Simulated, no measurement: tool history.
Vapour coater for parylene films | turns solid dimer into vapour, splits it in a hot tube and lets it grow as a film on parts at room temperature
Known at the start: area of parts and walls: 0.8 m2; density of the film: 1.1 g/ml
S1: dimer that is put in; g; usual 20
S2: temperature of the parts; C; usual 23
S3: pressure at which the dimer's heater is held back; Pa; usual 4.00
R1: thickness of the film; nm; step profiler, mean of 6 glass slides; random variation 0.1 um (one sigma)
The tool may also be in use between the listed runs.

run 1 hour=0.0 | S1=20 S2=23 S3=4.00 | R1=12510
run 2 hour=42.0 | S1=20 S2=23 S3=4.00 | R1=12500
run 3 hour=74.7 | S1=20 S2=23 S3=4.00 | R1=12400
run 4 hour=102.6 | S1=20 S2=23 S3=4.00 | R1=12330
run 5 hour=146.6 | S1=20 S2=21 S3=4.00 | R1=12840
run 6 hour=186.1 | S1=14 S2=21 S3=4.00 | R1=8990
run 7 hour=228.6 | S1=14 S2=21 S3=4.00 | R1=8780
run 8 hour=248.9 | S1=20 S2=31 S3=4.00 | R1=9200
-- hour=285.8 trap's valve overhauled
run 9 hour=286.8 | S1=20 S2=31 S3=4.00 | R1=10000
run 10 hour=323.6 | S1=20 S2=23 S3=4.00 | R1=12850
run 11 hour=348.7 | S1=20 S2=23 S3=4.00 | R1=12660
run 12 hour=384.6 | S1=20 S2=21 S3=4.00 | R1=13170
run 13 hour=427.5 | S1=20 S2=21 S3=2.53 | R1=13540
run 14 hour=456.5 | S1=10 S2=23 S3=4.00 | R1=6200
run 15 hour=498.1 | S1=20 S2=23 S3=4.00 | R1=12100
run 16 hour=527.0 | S1=20 S2=23 S3=4.00 | R1=12010
run 17 hour=551.1 | S1=20 S2=16 S3=4.00 | R1=14690
run 18 hour=581.4 | S1=20 S2=16 S3=4.00 | R1=14830
-- hour=618.5 trap's valve overhauled
run 19 hour=620.2 | S1=20 S2=16 S3=4.00 | R1=15770
run 20 hour=649.2 | S1=20 S2=16 S3=4.00 | R1=15560
run 21 hour=682.2 | S1=20 S2=16 S3=4.00 | R1=15580
run 22 hour=719.0 | S1=20 S2=23 S3=4.00 | R1=12390
run 23 hour=753.5 | S1=20 S2=23 S3=4.00 | R1=12150
run 24 hour=793.6 | S1=20 S2=19 S3=5.92 | R1=13420
run 25 hour=817.0 | S1=9 S2=23 S3=7.16 | R1=5180
run 26 hour=835.8 | S1=31 S2=31 S3=6.50 | R1=13840
run 27 hour=866.2 | S1=20 S2=26 S3=4.00 | R1=10920
run 28 hour=897.8 | S1=33 S2=19 S3=4.00 | R1=22470
run 29 hour=937.4 | S1=33 S2=19 S3=4.00 | R1=22090
-- hour=950.8 trap's valve overhauled
run 30 hour=965.8 | S1=33 S2=17 S3=2.17 | R1=26040
run 31 hour=997.1 | S1=33 S2=17 S3=2.17 | R1=25640
run 32 hour=1018.7 | S1=20 S2=23 S3=10.14 | R1=11650
run 33 hour=1062.5 | S1=20 S2=23 S3=10.14 | R1=11450
run 34 hour=1099.6 | S1=20 S2=23 S3=10.14 | R1=11300
run 35 hour=1139.3 | S1=20 S2=23 S3=5.46 | R1=11750
run 36 hour=1173.1 | S1=20 S2=23 S3=9.16 | R1=10970
run 37 hour=1215.1 | S1=25 S2=16 S3=7.81 | R1=17430
run 38 hour=1244.3 | S1=20 S2=24 S3=4.00 | R1=11270
-- hour=1282.9 trap's valve overhauled
run 39 hour=1282.9 | S1=17 S2=29 S3=4.00 | R1=8710

The next listed run, before its measurement:
run 40 hour=1324.5 | S1=20 S2=27 S3=5.92 | R1=?

{"run 40": {"R1": 10710}}
Without the tool's hidden state the same run would have given R1 11070 nm.
